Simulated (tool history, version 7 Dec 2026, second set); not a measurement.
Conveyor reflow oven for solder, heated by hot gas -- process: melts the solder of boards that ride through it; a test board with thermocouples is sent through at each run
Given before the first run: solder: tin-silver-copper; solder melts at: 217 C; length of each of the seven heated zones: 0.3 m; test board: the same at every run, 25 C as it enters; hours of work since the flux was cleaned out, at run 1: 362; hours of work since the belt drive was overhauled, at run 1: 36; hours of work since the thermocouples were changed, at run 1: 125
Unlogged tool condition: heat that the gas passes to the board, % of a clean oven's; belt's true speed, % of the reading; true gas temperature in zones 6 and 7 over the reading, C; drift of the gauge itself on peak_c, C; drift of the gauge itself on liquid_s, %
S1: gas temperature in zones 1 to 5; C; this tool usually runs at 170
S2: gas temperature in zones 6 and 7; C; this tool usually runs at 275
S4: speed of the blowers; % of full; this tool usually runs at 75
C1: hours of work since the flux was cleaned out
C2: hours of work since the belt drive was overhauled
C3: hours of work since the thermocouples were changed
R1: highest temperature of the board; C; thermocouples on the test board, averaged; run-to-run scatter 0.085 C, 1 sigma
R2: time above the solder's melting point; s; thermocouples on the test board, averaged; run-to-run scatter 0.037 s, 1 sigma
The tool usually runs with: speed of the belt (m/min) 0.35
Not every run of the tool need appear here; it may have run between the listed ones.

{"run": 1, "hour": 0.0, "S1": 170, "S2": 275, "speed of the belt (m/min)": 0.35, "S4": 75, "C1": 362, "C2": 36, "C3": 125, "R1": 260.71, "R2": 83.44}
{"run": 2, "hour": 10.7, "S1": 170, "S2": 275, "speed of the belt (m/min)": 0.297, "S4": 75, "C1": 367, "C2": 42, "C3": 131, "R1": 265.12, "R2": 103.54}
{"run": 3, "hour": 19.0, "S1": 170, "S2": 275, "speed of the belt (m/min)": 0.35, "S4": 84, "C1": 372, "C2": 46, "C3": 135, "R1": 261.64, "R2": 84.34}
{"run": 4, "hour": 25.3, "S1": 170, "S2": 275, "speed of the belt (m/min)": 0.308, "S4": 84, "C1": 375, "C2": 50, "C3": 138, "R1": 264.93, "R2": 99.63}
{"run": 5, "hour": 39.0, "S1": 170, "S2": 275, "speed of the belt (m/min)": 0.308, "S4": 84, "C1": 383, "C2": 57, "C3": 146, "R1": 265.05, "R2": 99.71}
{"hour": 49.1, "done": "flux residue cleaned out of gas plates and filters"}
{"run": 6, "hour": 53.0, "S1": 170, "S2": 275, "speed of the belt (m/min)": 0.308, "S4": 84, "C1": 2, "C2": 62, "C3": 151, "R1": 264.06, "R2": 98.68}
{"run": 7, "hour": 61.4, "S1": 170, "S2": 275, "speed of the belt (m/min)": 0.308, "S4": 84, "C1": 7, "C2": 66, "C3": 155, "R1": 263.94, "R2": 98.73}
{"run": 8, "hour": 69.3, "S1": 170, "S2": 275, "speed of the belt (m/min)": 0.308, "S4": 84, "C1": 11, "C2": 70, "C3": 159, "R1": 264.07, "R2": 98.67}
{"run": 9, "hour": 81.8, "S1": 170, "S2": 275, "speed of the belt (m/min)": 0.308, "S4": 84, "C1": 18, "C2": 77, "C3": 166, "R1": 264.06, "R2": 98.66}
{"run": 10, "hour": 87.6, "S1": 170, "S2": 275, "speed of the belt (m/min)": 0.308, "S4": 84, "C1": 21, "C2": 80, "C3": 169, "R1": 263.89, "R2": 98.69}
{"hour": 100.7, "done": "flux residue cleaned out of gas plates and filters, once more"}
{"run": 11, "hour": 103.4, "S1": 170, "S2": 275, "speed of the belt (m/min)": 0.35, "S4": 75, "C1": 1, "C2": 86, "C3": 175, "R1": 261.9, "R2": 84.85}
{"run": 12, "hour": 114.1, "S1": 170, "S2": 275, "speed of the belt (m/min)": 0.35, "S4": 75, "C1": 7, "C2": 92, "C3": 181, "R1": 262.01, "R2": 84.74}
{"run": 13, "hour": 121.8, "S1": 170, "S2": 275, "speed of the belt (m/min)": 0.35, "S4": 51, "C1": 11, "C2": 96, "C3": 185, "R1": 258, "R2": 80.92}
{"run": 14, "hour": 128.1, "S1": 170, "S2": 275, "speed of the belt (m/min)": 0.35, "S4": 75, "C1": 15, "C2": 99, "C3": 188, "R1": 261.95, "R2": 84.79}
{"run": 15, "hour": 140.6, "S1": 170, "S2": 275, "speed of the belt (m/min)": 0.338, "S4": 75, "C1": 21, "C2": 106, "C3": 195, "R1": 262.8, "R2": 88.8}
{"run": 16, "hour": 152.7, "S1": 170, "S2": 275, "speed of the belt (m/min)": 0.338, "S4": 75, "C1": 28, "C2": 113, "C3": 201, "R1": 262.74, "R2": 88.81}
{"run": 17, "hour": 165.6, "S1": 170, "S2": 263, "speed of the belt (m/min)": 0.35, "S4": 75, "C1": 35, "C2": 119, "C3": 208, "R1": 250.87, "R2": 75.82}
{"run": 18, "hour": 171.3, "S1": 170, "S2": 263, "speed of the belt (m/min)": 0.35, "S4": 75, "C1": 38, "C2": 122, "C3": 211, "R1": 250.78, "R2": 75.81}
{"run": 19, "hour": 179.6, "S1": 169, "S2": 277, "speed of the belt (m/min)": 0.35, "S4": 65, "C1": 42, "C2": 127, "C3": 216, "R1": 262.09, "R2": 84.3}
{"run": 20, "hour": 192.7, "S1": 169, "S2": 277, "speed of the belt (m/min)": 0.35, "S4": 65, "C1": 49, "C2": 134, "C3": 223, "R1": 262.14, "R2": 84.25}
{"run": 21, "hour": 202.3, "S1": 169, "S2": 277, "speed of the belt (m/min)": 0.35, "S4": 65, "C1": 54, "C2": 139, "C3": 228, "R1": 262.14, "R2": 84.23}
{"run": 22, "hour": 212.3, "S1": 170, "S2": 288, "speed of the belt (m/min)": 0.413, "S4": 75, "C1": 60, "C2": 144, "C3": 233, "R1": 267.77, "R2": 74.54}
{"run": 23, "hour": 220.4, "S1": 170, "S2": 269, "speed of the belt (m/min)": 0.418, "S4": 65, "C1": 64, "C2": 149, "C3": 238, "R1": 248.94, "R2": 59.32}
{"run": 24, "hour": 229.6, "S1": 176, "S2": 265, "speed of the belt (m/min)": 0.401, "S4": 54, "C1": 69, "C2": 154, "C3": 243, "R1": 246.4, "R2": 61.44}
{"run": 25, "hour": 238.7, "S1": 176, "S2": 265, "speed of the belt (m/min)": 0.361, "S4": 54, "C1": 74, "C2": 159, "C3": 247, "R1": 249.54, "R2": 73.49}
{"run": 26, "hour": 248.1, "S1": 158, "S2": 278, "speed of the belt (m/min)": 0.361, "S4": 54, "C1": 79, "C2": 164, "C3": 252, "R1": 258.04, "R2": 73.39}
{"run": 27, "hour": 258.3, "S1": 158, "S2": 286, "speed of the belt (m/min)": 0.284, "S4": 56, "C1": 85, "C2": 169, "C3": 258, "R1": 274.03, "R2": 109.97}
{"run": 28, "hour": 267.6, "S1": 158, "S2": 286, "speed of the belt (m/min)": 0.284, "S4": 56, "C1": 89, "C2": 174, "C3": 263, "R1": 274.11, "R2": 110.02}
{"run": 29, "hour": 279.4, "S1": 170, "S2": 275, "speed of the belt (m/min)": 0.309, "S4": 79, "C1": 96, "C2": 180, "C3": 269, "R1": 265.33, "R2": 100.04}
{"run": 30, "hour": 290.1, "S1": 170, "S2": 275, "speed of the belt (m/min)": 0.309, "S4": 79, "C1": 102, "C2": 186, "C3": 275, "R1": 265.28, "R2": 100.01}
{"run": 31, "hour": 296.9, "S1": 184, "S2": 275, "speed of the belt (m/min)": 0.35, "S4": 75, "C1": 105, "C2": 190, "C3": 279, "R1": 263.44, "R2": 92.5}
{"run": 32, "hour": 309.9, "S1": 170, "S2": 266, "speed of the belt (m/min)": 0.35, "S4": 75, "C1": 112, "C2": 197, "C3": 286, "R1": 253.25, "R2": 78.08}

Each row is a separate what-if for the run after 32, all from the same tool condition, not one after another. Results?
{"run": "A", "hour": 323.1, "S1": 170, "S2": 283, "speed of the belt (m/min)": 0.35, "S4": 56, "C1": 119, "C2": 204, "C3": 293, "R1": "?", "R2": "?"}
{"run": "B", "hour": 323.1, "S1": 159, "S2": 273, "speed of the belt (m/min)": 0.35, "S4": 62, "C1": 119, "C2": 204, "C3": 293, "R1": "?", "R2": "?"}
{"run": "C", "hour": 323.1, "S1": 170, "S2": 271, "speed of the belt (m/min)": 0.35, "S4": 75, "C1": 119, "C2": 204, "C3": 293, "R1": "?", "R2": "?"}

run=A R1=266.03 R2=87.31
run=B R1=256.24 R2=75.34
run=C R1=257.78 R2=81.88
Take away the tool's hidden state, keep each run's random variation, and the runs would have read:
run=A R1=266.69 R2=87.27
run=B R1=256.94 R2=75.62
run=C R1=258.47 R2=82.05
